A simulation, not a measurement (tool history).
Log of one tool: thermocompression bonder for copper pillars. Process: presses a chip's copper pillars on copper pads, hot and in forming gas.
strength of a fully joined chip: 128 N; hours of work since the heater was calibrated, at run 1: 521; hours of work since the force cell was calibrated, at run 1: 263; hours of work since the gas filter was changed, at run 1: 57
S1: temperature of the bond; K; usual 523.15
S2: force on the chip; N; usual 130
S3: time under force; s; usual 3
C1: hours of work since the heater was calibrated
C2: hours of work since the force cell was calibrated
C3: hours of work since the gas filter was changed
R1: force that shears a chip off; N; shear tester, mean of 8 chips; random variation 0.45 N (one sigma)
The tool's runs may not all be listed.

run 1 hour=0 | S1=523.15 S2=130 S3=3 | C1=521 C2=263 C3=57 | R1=68.2
run 2 hour=48.6 | S1=523.15 S2=84 S3=3 | C1=550 C2=292 C3=86 | R1=52.6
run 3 hour=133.1 | S1=523.15 S2=84 S3=3 | C1=600 C2=342 C3=136 | R1=51
run 4 hour=222.1 | S1=523.15 S2=130 S3=3 | C1=653 C2=395 C3=189 | R1=65.9
-- hour=256.8 forming gas filter changed
run 5 hour=268.7 | S1=523.15 S2=130 S3=3 | C1=681 C2=423 C3=7 | R1=69.8
run 6 hour=313.4 | S1=523.15 S2=106 S3=3 | C1=707 C2=449 C3=34 | R1=62
run 7 hour=379.3 | S1=551.15 S2=130 S3=3 | C1=747 C2=489 C3=73 | R1=92.1
run 8 hour=436.4 | S1=551.15 S2=130 S3=3 | C1=781 C2=523 C3=107 | R1=91.2
run 9 hour=494.3 | S1=551.15 S2=130 S3=3 | C1=815 C2=557 C3=141 | R1=90.1
run 10 hour=532.2 | S1=551.15 S2=130 S3=3 | C1=838 C2=580 C3=164 | R1=87.9
-- hour=604.2 forming gas filter changed
run 11 hour=604.2 | S1=523.15 S2=107 S3=3 | C1=880 C2=622 C3=0 | R1=64.1
run 12 hour=649.8 | S1=523.15 S2=130 S3=2 | C1=907 C2=649 C3=27 | R1=62
run 13 hour=697.7 | S1=523.15 S2=130 S3=2 | C1=936 C2=678 C3=56 | R1=61.6
-- hour=762.3 force cell calibrated
run 14 hour=782.1 | S1=543.15 S2=130 S3=3 | C1=985 C2=12 C3=105 | R1=85.2
run 15 hour=856.4 | S1=543.15 S2=130 S3=3 | C1=1029 C2=56 C3=149 | R1=83.5
run 16 hour=939 | S1=523.15 S2=130 S3=3 | C1=1079 C2=105 C3=198 | R1=65.8
-- hour=959.7 forming gas filter changed
run 17 hour=1027 | S1=523.15 S2=130 S3=3 | C1=1131 C2=157 C3=40 | R1=71.6
run 18 hour=1074.7 | S1=523.15 S2=130 S3=3 | C1=1159 C2=186 C3=68 | R1=70.8
run 19 hour=1132.9 | S1=523.15 S2=130 S3=3 | C1=1194 C2=220 C3=103 | R1=69.6
run 20 hour=1184 | S1=518.15 S2=130 S3=3 | C1=1224 C2=251 C3=133 | R1=64.8
run 21 hour=1246 | S1=523.15 S2=180 S3=8 | C1=1261 C2=288 C3=170 | R1=100.5
run 22 hour=1298.6 | S1=547.15 S2=180 S3=8 | C1=1292 C2=319 C3=202 | R1=111.6
-- hour=1306.2 heater calibrated with a thermocouple chip
-- hour=1312.3 forming gas filter changed
run 23 hour=1369.8 | S1=513.15 S2=80 S3=8 | C1=38 C2=360 C3=34 | R1=61.5
run 24 hour=1416.6 | S1=523.15 S2=136 S3=2 | C1=65 C2=388 C3=62 | R1=59.6
run 25 hour=1493.7 | S1=497.15 S2=106 S3=2 | C1=111 C2=434 C3=108 | R1=33.1
run 26 hour=1562.3 | S1=494.15 S2=106 S3=4 | C1=152 C2=474 C3=149 | R1=40.1
run 27 hour=1629.2 | S1=495.15 S2=130 S3=2 | C1=192 C2=514 C3=189 | R1=35.2
-- hour=1662.2 forming gas filter changed
run 28 hour=1707.7 | S1=501.15 S2=120 S3=4 | C1=238 C2=561 C3=27 | R1=52.6
run 29 hour=1793.6 | S1=552.15 S2=118 S3=4 | C1=289 C2=612 C3=78 | R1=93.2
run 30 hour=1867.2 | S1=539.15 S2=190 S3=2 | C1=333 C2=655 C3=122 | R1=84.3
run 31 hour=1950.9 | S1=540.15 S2=103 S3=2 | C1=383 C2=705 C3=172 | R1=61.8
-- hour=1964.8 force cell calibrated
-- hour=2011.2 forming gas filter changed
run 32 hour=2024.5 | S1=523.15 S2=89 S3=6 | C1=426 C2=35 C3=8 | R1=68.6
run 33 hour=2063 | S1=541.15 S2=130 S3=3 | C1=449 C2=58 C3=31 | R1=82.9
run 34 hour=2144.5 | S1=541.15 S2=117 S3=2 | C1=497 C2=107 C3=79 | R1=68.3
run 35 hour=2194.9 | S1=541.15 S2=117 S3=2 | C1=527 C2=137 C3=109 | R1=67.4
run 36 hour=2236.2 | S1=541.15 S2=117 S3=2 | C1=552 C2=161 C3=134 | R1=66.7

Some steps in R1 between neighbouring runs. How much of each would the tool show without its hidden state too (settings, what came in, random variation), and how much is left for the hidden state, with any gauge scatter that isn't in both results?
The hidden state here: true temperature of the bond over the reading, C; force that reaches the chip, % of what is set; oxide that the forming gas leaves, % of the face; drift of the gauge itself on shear_n, %.
Run 10 -> 11: S1 551.15 -> 523.15, S2 130 -> 107, forming gas filter changed. R1 -23.8 N: hidden state +7.1, all else -30.9.
Run 16 -> 17: forming gas filter changed. R1 +5.8 N: hidden state +5.1, all else +0.7.
Run 20 -> 21: S1 518.15 -> 523.15, S2 130 -> 180, S3 3 -> 8. R1 +35.7 N: hidden state -4.2, all else +39.9.
Run 22 -> 23: S1 547.15 -> 513.15, S2 180 -> 80, heater calibrated with a thermocouple chip, forming gas filter changed. R1 -50.1 N: hidden state +6.9, all else -57.
Run 28 -> 29: S1 501.15 -> 552.15, S2 120 -> 118. R1 +40.6 N: hidden state -2.1, all else +42.7.

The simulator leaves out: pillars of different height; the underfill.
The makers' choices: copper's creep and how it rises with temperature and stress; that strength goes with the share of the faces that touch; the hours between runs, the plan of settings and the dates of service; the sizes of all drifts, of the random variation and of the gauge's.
